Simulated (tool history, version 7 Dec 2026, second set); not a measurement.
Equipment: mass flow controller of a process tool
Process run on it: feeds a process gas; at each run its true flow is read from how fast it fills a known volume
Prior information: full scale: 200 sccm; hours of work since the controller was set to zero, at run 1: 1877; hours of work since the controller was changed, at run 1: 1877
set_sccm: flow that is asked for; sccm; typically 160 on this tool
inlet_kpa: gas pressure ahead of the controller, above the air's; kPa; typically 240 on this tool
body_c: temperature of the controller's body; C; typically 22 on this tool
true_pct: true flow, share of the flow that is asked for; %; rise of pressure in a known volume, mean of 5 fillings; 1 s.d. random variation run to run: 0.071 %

run    hour  set_sccm  inlet_kpa  body_c  hours of work since the controller was set to zero  hours of work since the controller was changed  true_pct
  1       0       160        240      22                                                1877                                            1877     99.16
  2    75.7       160        240      22                                                1912                                            1912     99.13
  3   238.7       160        173      22                                                1987                                            1987     99.43
  4   360.3        53        240      22                                                2042                                            2042     98.16
  5   501.4        53        240      22                                                2107                                            2107     98.12
  6   609.2        53        240      22                                                2156                                            2156     98.07
  7   769.7       160        211      22                                                2230                                            2230     99.18
  8   903.8       160        240      22                                                2291                                            2291     99.03
  9  1052.9       160        240      22                                                2360                                            2360     99.02
 10  1205.6       160        240      22                                                2430                                            2430     99.03
 11  1364.4        62        240      22                                                2502                                            2502     97.94
 12  1505.9        62        240      22                                                2567                                            2567      98.1
     1516.6  -- controller's zero set anew
 13  1654.2        62        240      22                                                  63                                            2635     98.31
 14  1800.2        62        240      22                                                 130                                            2702     98.18
 15  1897.2        71        260      22                                                 174                                            2746     98.09
 16  2023.3        71        260      22                                                 232                                            2804     98.08
 17  2177.4       160        182      27                                                 303                                            2875     98.56
     2282.9  -- controller's zero set anew, once more
 18  2314.8        63        223      29                                                  15                                            2937     96.93
 19  2448.9        63        223      29                                                  76                                            2999      96.8
 20  2532.4        63        223      29                                                 114                                            3037      96.8
 21  2619.3        91        248      26                                                 154                                            3077      97.3
 22  2705.2        39        240      22                                                 193                                            3116     97.49

Branching from run 22: 4 alternative next runs. What would each branch give?
  A  2832.2        33        279      31                                                 252                                            3175         ?
  B  2832.2       160        240      24                                                 252                                            3175         ?
  C  2832.2        33        240      37                                                 252                                            3175         ?
  D  2832.2        79        172      21                                                 252                                            3175         ?

run  true_pct
  A     96.13
  B     98.52
  C     95.69
  D        98
Had the tool no hidden state, the same runs would have come out as:
run  true_pct
  A     96.85
  B     99.53
  C     96.41
  D     98.93
